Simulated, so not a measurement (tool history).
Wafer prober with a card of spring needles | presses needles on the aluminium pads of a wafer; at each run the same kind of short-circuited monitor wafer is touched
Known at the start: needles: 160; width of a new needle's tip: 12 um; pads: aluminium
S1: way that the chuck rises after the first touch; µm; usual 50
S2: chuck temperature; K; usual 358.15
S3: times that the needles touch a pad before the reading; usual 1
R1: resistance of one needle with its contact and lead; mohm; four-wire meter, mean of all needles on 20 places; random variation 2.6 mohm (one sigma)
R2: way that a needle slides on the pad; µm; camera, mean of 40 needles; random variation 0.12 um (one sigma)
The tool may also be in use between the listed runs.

{"run": 1, "day": 0.0, "S1": 50, "S2": 358.15, "S3": 1, "R1": 350, "R2": 6.96}
{"day": 0.246, "done": "tips cleaned on abrasive film"}
{"day": 0.85, "done": "tips cleaned on abrasive film"}
{"day": 1.454, "done": "tips cleaned on abrasive film"}
{"day": 2.062, "done": "tips cleaned on abrasive film"}
{"day": 2.433, "done": "height of the first contact set anew"}
{"day": 2.679, "done": "tips cleaned on abrasive film"}
{"day": 3.283, "done": "tips cleaned on abrasive film"}
{"run": 2, "day": 3.721, "S1": 50, "S2": 358.15, "S3": 1, "R1": 340, "R2": 8.26}
{"day": 3.842, "done": "tips cleaned on abrasive film"}
{"day": 4.45, "done": "tips cleaned on abrasive film"}
{"day": 5.054, "done": "tips cleaned on abrasive film"}
{"day": 5.658, "done": "tips cleaned on abrasive film"}
{"day": 6.267, "done": "tips cleaned on abrasive film"}
{"day": 6.871, "done": "tips cleaned on abrasive film"}
{"run": 3, "day": 7.004, "S1": 50, "S2": 358.15, "S3": 1, "R1": 335, "R2": 8.17}
{"day": 7.367, "done": "tips cleaned on abrasive film"}
{"day": 7.975, "done": "tips cleaned on abrasive film"}
{"day": 8.579, "done": "tips cleaned on abrasive film"}
{"day": 9.067, "done": "tips cleaned on abrasive film"}
{"run": 4, "day": 9.529, "S1": 50, "S2": 358.15, "S3": 1, "R1": 344, "R2": 8}
{"day": 9.654, "done": "tips cleaned on abrasive film"}
{"day": 10.258, "done": "tips cleaned on abrasive film"}
{"day": 10.862, "done": "tips cleaned on abrasive film"}
{"day": 11.35, "done": "tips cleaned on abrasive film"}
{"day": 11.954, "done": "tips cleaned on abrasive film"}
{"day": 12.438, "done": "tips cleaned on abrasive film"}
{"run": 5, "day": 12.867, "S1": 61, "S2": 358.15, "S3": 1, "R1": 333, "R2": 9.49}
{"day": 12.992, "done": "tips cleaned on abrasive film"}
{"day": 13.6, "done": "tips cleaned on abrasive film"}
{"day": 14.204, "done": "tips cleaned on abrasive film"}
{"day": 14.808, "done": "tips cleaned on abrasive film"}
{"day": 15.296, "done": "tips cleaned on abrasive film"}
{"day": 15.9, "done": "tips cleaned on abrasive film"}
{"day": 16.417, "done": "tips cleaned on abrasive film"}
{"run": 6, "day": 16.417, "S1": 61, "S2": 358.15, "S3": 1, "R1": 311, "R2": 9.62}
{"day": 17.025, "done": "tips cleaned on abrasive film"}
{"day": 17.629, "done": "tips cleaned on abrasive film"}
{"day": 18.233, "done": "tips cleaned on abrasive film"}
{"day": 18.721, "done": "tips cleaned on abrasive film"}
{"day": 19.325, "done": "tips cleaned on abrasive film"}
{"run": 7, "day": 19.596, "S1": 50, "S2": 358.15, "S3": 1, "R1": 345, "R2": 7.6}
{"day": 19.842, "done": "tips cleaned on abrasive film"}
{"day": 20.446, "done": "tips cleaned on abrasive film"}
{"day": 21.054, "done": "tips cleaned on abrasive film"}
{"run": 8, "day": 21.429, "S1": 54, "S2": 358.15, "S3": 1, "R1": 341, "R2": 8.25}
{"day": 21.554, "done": "tips cleaned on abrasive film"}
{"day": 22.162, "done": "tips cleaned on abrasive film"}
{"day": 22.767, "done": "tips cleaned on abrasive film"}
{"day": 23.25, "done": "tips cleaned on abrasive film"}
{"day": 23.858, "done": "tips cleaned on abrasive film"}
{"day": 24.462, "done": "tips cleaned on abrasive film"}
{"run": 9, "day": 24.742, "S1": 41, "S2": 358.15, "S3": 1, "R1": 371, "R2": 5.89}
{"day": 24.988, "done": "tips cleaned on abrasive film"}
{"day": 25.592, "done": "tips cleaned on abrasive film"}
{"day": 26.2, "done": "tips cleaned on abrasive film"}
{"day": 26.804, "done": "tips cleaned on abrasive film"}
{"day": 27.408, "done": "tips cleaned on abrasive film"}
{"run": 10, "day": 27.454, "S1": 41, "S2": 358.15, "S3": 1, "R1": 344, "R2": 6.03}
{"day": 27.942, "done": "tips cleaned on abrasive film"}
{"day": 28.546, "done": "tips cleaned on abrasive film"}
{"day": 29.15, "done": "tips cleaned on abrasive film"}
{"day": 29.638, "done": "tips cleaned on abrasive film"}
{"run": 11, "day": 29.971, "S1": 41, "S2": 322.15, "S3": 1, "R1": 370, "R2": 6.14}
{"day": 30.217, "done": "tips cleaned on abrasive film"}
{"day": 30.821, "done": "tips cleaned on abrasive film"}
{"day": 31.308, "done": "tips cleaned on abrasive film"}
{"run": 12, "day": 31.708, "S1": 41, "S2": 322.15, "S3": 1, "R1": 384, "R2": 5.77}
{"day": 31.833, "done": "tips cleaned on abrasive film"}
{"day": 32.438, "done": "tips cleaned on abrasive film"}
{"day": 33.042, "done": "tips cleaned on abrasive film"}
{"day": 33.529, "done": "tips cleaned on abrasive film"}
{"run": 13, "day": 33.979, "S1": 41, "S2": 322.15, "S3": 1, "R1": 393, "R2": 5.77}
{"day": 34.104, "done": "tips cleaned on abrasive film"}
{"day": 34.712, "done": "tips cleaned on abrasive film"}
{"day": 35.317, "done": "tips cleaned on abrasive film"}
{"day": 35.8, "done": "tips cleaned on abrasive film"}
{"day": 36.408, "done": "tips cleaned on abrasive film"}
{"day": 37.012, "done": "tips cleaned on abrasive film"}
{"run": 14, "day": 37.3, "S1": 31, "S2": 316.15, "S3": 2, "R1": 419, "R2": 4.03}
{"day": 37.542, "done": "tips cleaned on abrasive film"}
{"day": 38.029, "done": "tips cleaned on abrasive film"}
{"day": 38.633, "done": "tips cleaned on abrasive film"}
{"day": 39.121, "done": "tips cleaned on abrasive film"}
{"day": 39.725, "done": "tips cleaned on abrasive film"}
{"day": 40.329, "done": "tips cleaned on abrasive film"}
{"day": 40.821, "done": "tips cleaned on abrasive film"}
{"run": 15, "day": 40.821, "S1": 31, "S2": 316.15, "S3": 2, "R1": 350, "R2": 3.91}
{"day": 41.308, "done": "tips cleaned on abrasive film"}
{"day": 41.912, "done": "tips cleaned on abrasive film"}
{"day": 42.4, "done": "tips cleaned on abrasive film"}
{"day": 43.004, "done": "tips cleaned on abrasive film"}
{"day": 43.492, "done": "tips cleaned on abrasive film"}
{"run": 16, "day": 43.588, "S1": 35, "S2": 356.15, "S3": 1, "R1": 393, "R2": 4.59}
{"day": 44.075, "done": "tips cleaned on abrasive film"}
{"day": 44.679, "done": "tips cleaned on abrasive film"}
{"day": 45.288, "done": "tips cleaned on abrasive film"}
{"run": 17, "day": 45.696, "S1": 35, "S2": 356.15, "S3": 2, "R1": 422, "R2": 4.3}
{"day": 45.821, "done": "tips cleaned on abrasive film"}
{"day": 46.308, "done": "tips cleaned on abrasive film"}
{"day": 46.912, "done": "tips cleaned on abrasive film"}
{"day": 47.521, "done": "tips cleaned on abrasive film"}
{"day": 48.125, "done": "tips cleaned on abrasive film"}
{"day": 48.729, "done": "tips cleaned on abrasive film"}
{"day": 48.983, "done": "height of the first contact set anew"}
{"run": 18, "day": 49.2, "S1": 61, "S2": 306.15, "S3": 1, "R1": 318, "R2": 10}
{"day": 49.325, "done": "tips cleaned on abrasive film"}
{"day": 49.929, "done": "tips cleaned on abrasive film"}
{"day": 50.538, "done": "tips cleaned on abrasive film"}
{"day": 51.142, "done": "tips cleaned on abrasive film"}
{"day": 51.733, "done": "tips cleaned on abrasive film"}
{"run": 19, "day": 51.733, "S1": 50, "S2": 303.15, "S3": 1, "R1": 298, "R2": 8.2}
{"day": 52.338, "done": "tips cleaned on abrasive film"}
{"day": 52.946, "done": "tips cleaned on abrasive film"}
{"day": 53.55, "done": "tips cleaned on abrasive film"}
{"run": 20, "day": 53.788, "S1": 50, "S2": 375.15, "S3": 1, "R1": 353, "R2": 7.91}
{"day": 54.154, "done": "tips cleaned on abrasive film"}
{"day": 54.758, "done": "tips cleaned on abrasive film"}
{"day": 55.367, "done": "tips cleaned on abrasive film"}
{"day": 55.85, "done": "tips cleaned on abrasive film"}
{"day": 56.454, "done": "tips cleaned on abrasive film"}
{"day": 57.062, "done": "tips cleaned on abrasive film"}
{"run": 21, "day": 57.138, "S1": 37, "S2": 371.15, "S3": 2, "R1": 353, "R2": 6.08}
{"day": 57.621, "done": "tips cleaned on abrasive film"}
{"day": 58.225, "done": "tips cleaned on abrasive film"}
{"day": 58.833, "done": "tips cleaned on abrasive film"}
{"day": 59.438, "done": "tips cleaned on abrasive film"}
{"day": 60.042, "done": "tips cleaned on abrasive film"}
{"day": 60.65, "done": "tips cleaned on abrasive film"}
{"run": 22, "day": 60.971, "S1": 64, "S2": 358.15, "S3": 1, "R1": 335, "R2": 10.17}
{"day": 61.217, "done": "tips cleaned on abrasive film"}
{"day": 61.825, "done": "tips cleaned on abrasive film"}
{"day": 62.429, "done": "tips cleaned on abrasive film"}
{"day": 63.033, "done": "tips cleaned on abrasive film"}
{"run": 23, "day": 63.425, "S1": 64, "S2": 358.15, "S3": 1, "R1": 337, "R2": 10.08}
{"day": 63.546, "done": "tips cleaned on abrasive film"}
{"day": 64.154, "done": "tips cleaned on abrasive film"}
{"day": 64.638, "done": "tips cleaned on abrasive film"}
{"day": 65.242, "done": "tips cleaned on abrasive film"}
{"day": 65.729, "done": "tips cleaned on abrasive film"}
{"run": 24, "day": 66.158, "S1": 50, "S2": 300.15, "S3": 1, "R1": 353, "R2": 7.75}

Forecast each of these 3 alternatives for the next run:
{"day": 66.283, "done": "tips cleaned on abrasive film"}
{"day": 66.888, "done": "tips cleaned on abrasive film"}
{"day": 67.496, "done": "tips cleaned on abrasive film"}
{"day": 68.1, "done": "tips cleaned on abrasive film"}
{"day": 68.704, "done": "tips cleaned on abrasive film"}
{"run": "A", "day": 69.108, "S1": 46, "S2": 358.15, "S3": 2, "R1": "?", "R2": "?"}
{"day": 66.283, "done": "tips cleaned on abrasive film"}
{"day": 66.888, "done": "tips cleaned on abrasive film"}
{"day": 67.496, "done": "tips cleaned on abrasive film"}
{"day": 68.1, "done": "tips cleaned on abrasive film"}
{"day": 68.704, "done": "tips cleaned on abrasive film"}
{"run": "B", "day": 69.108, "S1": 54, "S2": 300.15, "S3": 1, "R1": "?", "R2": "?"}
{"day": 66.283, "done": "tips cleaned on abrasive film"}
{"day": 66.888, "done": "tips cleaned on abrasive film"}
{"day": 67.496, "done": "tips cleaned on abrasive film"}
{"day": 68.1, "done": "tips cleaned on abrasive film"}
{"day": 68.704, "done": "tips cleaned on abrasive film"}
{"run": "C", "day": 69.108, "S1": 50, "S2": 395.15, "S3": 1, "R1": "?", "R2": "?"}

run=A R1=360 R2=7.11
run=B R1=336 R2=8.39
run=C R1=378 R2=7.52
Without the tool's hidden state the same runs would have given:
run=A R1=301 R2=7.74
run=B R1=276 R2=9.02
run=C R1=310 R2=8.14
